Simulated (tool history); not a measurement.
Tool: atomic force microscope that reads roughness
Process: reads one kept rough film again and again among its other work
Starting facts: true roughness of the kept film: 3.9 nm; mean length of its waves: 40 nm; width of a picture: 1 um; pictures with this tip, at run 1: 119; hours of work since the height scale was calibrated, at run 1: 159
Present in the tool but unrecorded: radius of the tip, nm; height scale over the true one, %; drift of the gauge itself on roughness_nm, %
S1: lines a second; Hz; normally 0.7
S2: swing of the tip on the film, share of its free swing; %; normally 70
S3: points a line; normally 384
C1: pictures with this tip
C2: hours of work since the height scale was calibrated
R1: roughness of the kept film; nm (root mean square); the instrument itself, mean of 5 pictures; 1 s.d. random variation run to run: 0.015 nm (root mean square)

run,hour,S1,S2,S3,C1,C2,R1
1,0.0,0.7,70,384,119,159,3.178
# hour 54.8: new tip fitted
2,57.3,0.7,70,384,2,184,3.447
3,106.8,0.7,70,384,43,205,3.424
4,162.1,0.7,70,384,89,229,3.306
5,185.7,0.7,70,384,109,240,3.261
6,212.3,0.7,70,384,131,251,3.243
# hour 249.7: new tip fitted
7,260.9,0.7,70,384,9,272,3.489
8,311.5,0.7,89,384,52,294,3.303

Run 9 has not been measured yet. What should we expect?
9,344.2,0.7,89,384,79,308,?

{"run 9": {"R1": 3.261}}
With the hidden condition absent and the run-to-run variation left alone, this run would have shown R1 3.409 nm (root mean square).
